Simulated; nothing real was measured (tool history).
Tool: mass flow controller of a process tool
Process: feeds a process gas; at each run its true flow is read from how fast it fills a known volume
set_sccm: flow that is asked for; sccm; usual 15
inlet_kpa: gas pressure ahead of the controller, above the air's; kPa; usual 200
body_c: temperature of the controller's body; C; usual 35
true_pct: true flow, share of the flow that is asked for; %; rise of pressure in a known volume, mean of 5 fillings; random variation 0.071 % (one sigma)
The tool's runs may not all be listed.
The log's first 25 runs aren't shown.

Run 26, hour 3761.9: usual settings but set_sccm 11 sccm, inlet_kpa 279 kPa, body_c 30 C. Result: true_pct 99.93 %.
Run 27, hour 3855.9: usual settings but set_sccm 11 sccm, inlet_kpa 279 kPa, body_c 30 C. Result: true_pct 99.86 %.
Run 28, hour 3995.5: usual settings but set_sccm 17 sccm, body_c 31 C. Result: true_pct 100.48 %.
Run 29, hour 4119.6: usual settings but set_sccm 17 sccm, body_c 31 C. Result: true_pct 100.70 %.
Run 30, hour 4283.3: usual settings but set_sccm 17 sccm, body_c 31 C. Result: true_pct 100.68 %.
Run 31, hour 4451.5: usual settings but set_sccm 17 sccm, body_c 31 C. Result: true_pct 100.64 %.
Run 32, hour 4617.8: usual settings but set_sccm 18 sccm, inlet_kpa 270 kPa, body_c 34 C. Result: true_pct 100.81 %.
Run 33, hour 4790.3: usual settings but set_sccm 18 sccm, inlet_kpa 140 kPa, body_c 34 C. Result: true_pct 101.40 %.
Run 34, hour 4944.7: usual settings but set_sccm 5 sccm, inlet_kpa 196 kPa, body_c 39 C. Result: true_pct 101.25 %.
Run 35, hour 5054.4: usual settings but set_sccm 11 sccm, inlet_kpa 153 kPa, body_c 34 C. Result: true_pct 101.13 %.
Run 36, hour 5164.7: usual settings but set_sccm 14 sccm. Result: true_pct 101.19 %.
Run 37, hour 5292.9: usual settings but set_sccm 31 sccm, inlet_kpa 157 kPa. Result: true_pct 102.11 %.
Run 38, hour 5402.0: usual settings but body_c 28 C. Result: true_pct 100.85 %.

The next listed run, before its measurement:
Run 39, hour 5557.4: usual settings but body_c 28 C. Result: true_pct ?.

true_pct: 100.60 %
Without the tool's hidden state the same run would have given true_pct 99.08 %.
